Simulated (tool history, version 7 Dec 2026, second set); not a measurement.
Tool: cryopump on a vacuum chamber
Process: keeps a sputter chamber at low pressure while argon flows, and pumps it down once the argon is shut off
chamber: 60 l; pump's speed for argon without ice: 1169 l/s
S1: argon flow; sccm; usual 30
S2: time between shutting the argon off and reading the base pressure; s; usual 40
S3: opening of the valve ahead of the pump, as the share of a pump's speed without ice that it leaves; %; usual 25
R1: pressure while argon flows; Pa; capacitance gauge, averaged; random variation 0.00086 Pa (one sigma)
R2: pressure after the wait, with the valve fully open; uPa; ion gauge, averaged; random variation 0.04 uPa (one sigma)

run,hour,S1,S2,S3,R1,R2
1,0.0,30,40,25,0.1786,4.38
2,19.6,23,40,25,0.1382,4.49
3,35.8,23,40,25,0.1362,4.36
4,54.1,30,40,25,0.1804,4.40
5,67.7,30,40,25,0.1788,4.42
6,80.3,14,40,25,0.0842,4.46
7,101.1,30,55,25,0.1796,3.91
8,110.8,30,270,25,0.1794,2.70
9,129.3,30,270,25,0.1790,2.69
10,139.5,30,40,25,0.1798,4.61
# hour 156.5: leaking fittings of the chamber tightened, without venting
11,157.5,30,22,25,0.1790,3.97
12,175.3,30,22,25,0.1813,3.98
13,192.2,30,22,25,0.1807,3.99
14,204.2,30,22,25,0.1796,4.16
15,217.0,42,112,30,0.2123,1.10
16,231.4,30,29,39,0.1180,3.11
17,249.5,30,228,19,0.2366,0.78
18,258.8,30,228,19,0.2357,0.74
19,270.4,14,40,25,0.0855,2.40
20,280.6,51,241,41,0.1926,0.73
21,297.3,51,37,46,0.1729,2.59
22,309.0,51,168,46,0.1727,0.89
23,321.3,30,252,28,0.1628,0.75
24,339.0,30,252,28,0.1622,0.75
25,357.0,30,252,28,0.1621,0.77
26,368.9,30,252,28,0.1622,0.75
27,390.5,30,252,28,0.1627,0.78

Some steps in R1 between neighbouring runs. How much of each would the tool show without its hidden state too (settings, what came in, random variation), and how much is left for the hidden state, with any gauge scatter that isn't in both results?
The hidden state here: pump's speed, % of a pump's without ice; cold plate's temperature, K; leak into the chamber, uPa l/s; drift of the gauge itself on working_pa, %; drift of the gauge itself on base_upa, %.
Run 16 -> 17: S2 29 -> 228, S3 39 -> 19. R1 +0.1186 Pa: hidden state +0.0001, all else +0.1185.
Run 18 -> 19: S1 30 -> 14, S2 228 -> 40, S3 19 -> 25. R1 -0.1502 Pa: hidden state -0.0037, all else -0.1465.
Run 19 -> 20: S1 14 -> 51, S2 40 -> 241, S3 25 -> 41. R1 +0.1071 Pa: hidden state +0.0090, all else +0.0981.
Run 22 -> 23: S1 51 -> 30, S2 168 -> 252, S3 46 -> 28. R1 -0.0099 Pa: hidden state -0.0051, all else -0.0048.
